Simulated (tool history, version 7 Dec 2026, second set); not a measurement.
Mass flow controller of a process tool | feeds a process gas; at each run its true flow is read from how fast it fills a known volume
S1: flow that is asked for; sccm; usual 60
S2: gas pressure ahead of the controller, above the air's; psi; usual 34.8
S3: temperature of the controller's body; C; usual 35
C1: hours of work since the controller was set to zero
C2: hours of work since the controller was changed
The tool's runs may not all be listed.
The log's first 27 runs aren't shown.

Run 28, day 113.362: usual settings but S1 31 sccm, S2 32.2 psi, S3 20 C; C1 1571; C2 1571. Result: true flow (%) 101.02.
Run 29, day 117.554: usual settings but S1 31 sccm, S2 32.2 psi, S3 20 C; C1 1613; C2 1613. Result: true flow (%) 101.09.
Run 30, day 120.225: usual settings but S1 142 sccm, S3 28 C; C1 1639; C2 1639. Result: true flow (%) 101.
Run 31, day 122.638: usual settings but S1 142 sccm, S3 28 C; C1 1663; C2 1663. Result: true flow (%) 100.97.
At day 126.8: gauge calibrated.
Run 32, day 127.871: usual settings but S1 142 sccm, S3 28 C; C1 1715; C2 1715. Result: true flow (%) 99.16.
Run 33, day 131.758: usual settings but S1 142 sccm, S3 28 C; C1 1753; C2 1753. Result: true flow (%) 99.22.
Run 34, day 136.762: usual settings but S1 102 sccm, S2 21 psi, S3 30 C; C1 1802; C2 1802. Result: true flow (%) 99.54.
Run 35, day 140.992: usual settings but S1 102 sccm, S2 21 psi, S3 30 C; C1 1844; C2 1844. Result: true flow (%) 99.64.
Run 36, day 144.375: usual settings but S1 34 sccm, S2 21.3 psi, S3 37 C; C1 1877; C2 1877. Result: true flow (%) 98.45.
Run 37, day 146.921: usual settings but S1 53 sccm, S2 21.8 psi, S3 33 C; C1 1902; C2 1902. Result: true flow (%) 99.17.
Run 38, day 151.133: usual settings but S1 49 sccm; C1 1944; C2 1944. Result: true flow (%) 98.34.
Run 39, day 155.458: usual settings but S1 76 sccm, S3 25 C; C1 1986; C2 1986. Result: true flow (%) 99.43.
Run 40, day 160.512: usual settings but S1 76 sccm, S3 25 C; C1 2036; C2 2036. Result: true flow (%) 99.44.
Run 41, day 165.046: usual settings but S1 42 sccm, S3 20 C; C1 2081; C2 2081. Result: true flow (%) 99.87.
Run 42, day 170.321: usual settings but S1 20 sccm, S3 28 C; C1 2133; C2 2133. Result: true flow (%) 99.05.
Run 43, day 173.921: usual settings but S2 21.9 psi, S3 34 C; C1 2169; C2 2169. Result: true flow (%) 99.51.
Run 44, day 178.638: usual settings but S2 21.9 psi, S3 34 C; C1 2215; C2 2215. Result: true flow (%) 99.47.
Run 45, day 181.279: usual settings but S1 105 sccm, S2 38.7 psi, S3 40 C; C1 2241; C2 2241. Result: true flow (%) 98.53.
Run 46, day 184.467: usual settings but S1 53 sccm, S2 37.6 psi, S3 28 C; C1 2272; C2 2272. Result: true flow (%) 99.4.
Run 47, day 187.188: usual settings but S1 53 sccm, S2 37.6 psi, S3 28 C; C1 2299; C2 2299. Result: true flow (%) 99.43.
Run 48, day 191.233: usual settings but S1 53 sccm, S2 37.6 psi, S3 28 C; C1 2339; C2 2339. Result: true flow (%) 99.54.

Forecast each of these 3 alternatives for the next run:
Run A, day 193.783: usual settings but S1 196 sccm; C1 2364; C2 2364. Result: true flow (%) ?.
Run B, day 193.783: usual settings but S1 127 sccm; C1 2364; C2 2364. Result: true flow (%) ?.
Run C, day 193.783: usual settings but S1 87 sccm, S2 30.2 psi, S3 27 C; C1 2364; C2 2364. Result: true flow (%) ?.

run  true flow (%)
  A           99.9
  B           99.5
  C         100.23
Without the tool's hidden state the same runs would have given:
run  true flow (%)
  A          98.84
  B          98.45
  C          99.17

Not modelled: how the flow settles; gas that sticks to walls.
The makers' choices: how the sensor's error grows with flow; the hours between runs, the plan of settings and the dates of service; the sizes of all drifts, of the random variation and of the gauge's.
